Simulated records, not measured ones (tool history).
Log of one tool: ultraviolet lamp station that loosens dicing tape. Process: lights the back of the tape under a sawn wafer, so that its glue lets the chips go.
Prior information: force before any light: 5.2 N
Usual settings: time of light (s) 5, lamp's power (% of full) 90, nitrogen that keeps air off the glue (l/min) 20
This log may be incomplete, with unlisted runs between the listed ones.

run,hour,time of light (s),lamp's power (% of full),nitrogen that keeps air off the glue (l/min),force that peels the tape off (N),light that reached the tape (mJ/cm²)
1,0,5,90,20,0.161,291
# hour 11.5: window cleaned of glue's vapour
2,42.3,4,90,20,0.239,231
3,126.1,4,90,20,0.239,234
4,176.9,4,90,20,0.231,235
5,252.4,4,90,20,0.255,235
6,321.7,5,90,17,0.172,295
7,390.7,5,90,17,0.169,292
# hour 435.7: window cleaned of glue's vapour
8,441.7,5,64,20,0.31,209
9,527.6,5,64,20,0.302,210
10,566.3,5,65,20,0.309,208
11,643.2,5,90,20,0.165,292
12,718.2,5,90,20,0.157,288
13,757.5,5,90,20,0.162,295
14,799.4,5,77,20,0.21,253
# hour 858.6: window cleaned of glue's vapour
15,868.6,5,90,20,0.16,293
16,907.4,5,90,20,0.144,289
17,987.9,5,90,14,0.184,292
18,1048.6,5,90,20,0.156,292
19,1093.1,5,90,20,0.163,293
20,1164.4,5,90,20,0.162,292
21,1226.7,4,90,7,0.464,236
# hour 1282.3: window cleaned of glue's vapour
22,1309,8,93,30,0.107,487
23,1352.2,3,96,20,0.396,186
24,1416.7,5,90,14,0.194,292
25,1488.8,5,85,14,0.205,274
26,1570.7,3,82,6,1.065,159
27,1614.3,3,82,7,0.966,160
28,1659.3,3,82,7,0.929,160
# hour 1705.8: window cleaned of glue's vapour
29,1733.8,3,82,7,0.947,161
# hour 1755.8: lamp changed
30,1812.1,3,82,7,0.951,162
31,1851,5,90,15,0.186,294
32,1898.1,5,73,15,0.276,239
33,1973.4,10,75,30,0.098,493
34,2045,9,90,20,0.098,523
# hour 2130.2: window cleaned of glue's vapour
35,2131.7,5,90,15,0.171,295
36,2192,5,90,15,0.183,294
37,2265.7,5,63,32,0.271,204
38,2333.7,5,63,11,0.473,207
39,2397.3,5,63,33,0.238,206
40,2434.9,5,63,33,0.256,206

Some steps in force that peels the tape off (N) between neighbouring runs. How much of each would the tool show without its hidden state too (settings, what came in, random variation), and how much is left for the hidden state, with any gauge scatter that isn't in both results?
Hidden conditions of the tool in this case: lamp's light, % of a new lamp's; light that the window lets through, % of a clean one's; drift of the gauge itself on peel_n, %; drift of the gauge itself on dose_mj_cm2, %.
Run 21 -> 22: time of light (s) 4 -> 8, lamp's power (% of full) 90 -> 93, nitrogen that keeps air off the glue (l/min) 7 -> 30, window cleaned of glue's vapour. force that peels the tape off (N) -0.357: hidden state -0.003, all else -0.354.
Run 25 -> 26: time of light (s) 5 -> 3, lamp's power (% of full) 85 -> 82, nitrogen that keeps air off the glue (l/min) 14 -> 6. force that peels the tape off (N) +0.86: hidden state +0.005, all else +0.855.
Run 29 -> 30: lamp changed. force that peels the tape off (N) +0.004: hidden state -0.005, all else +0.009.
Run 30 -> 31: time of light (s) 3 -> 5, lamp's power (% of full) 82 -> 90, nitrogen that keeps air off the glue (l/min) 7 -> 15. force that peels the tape off (N) -0.765: hidden state -0.001, all else -0.764.
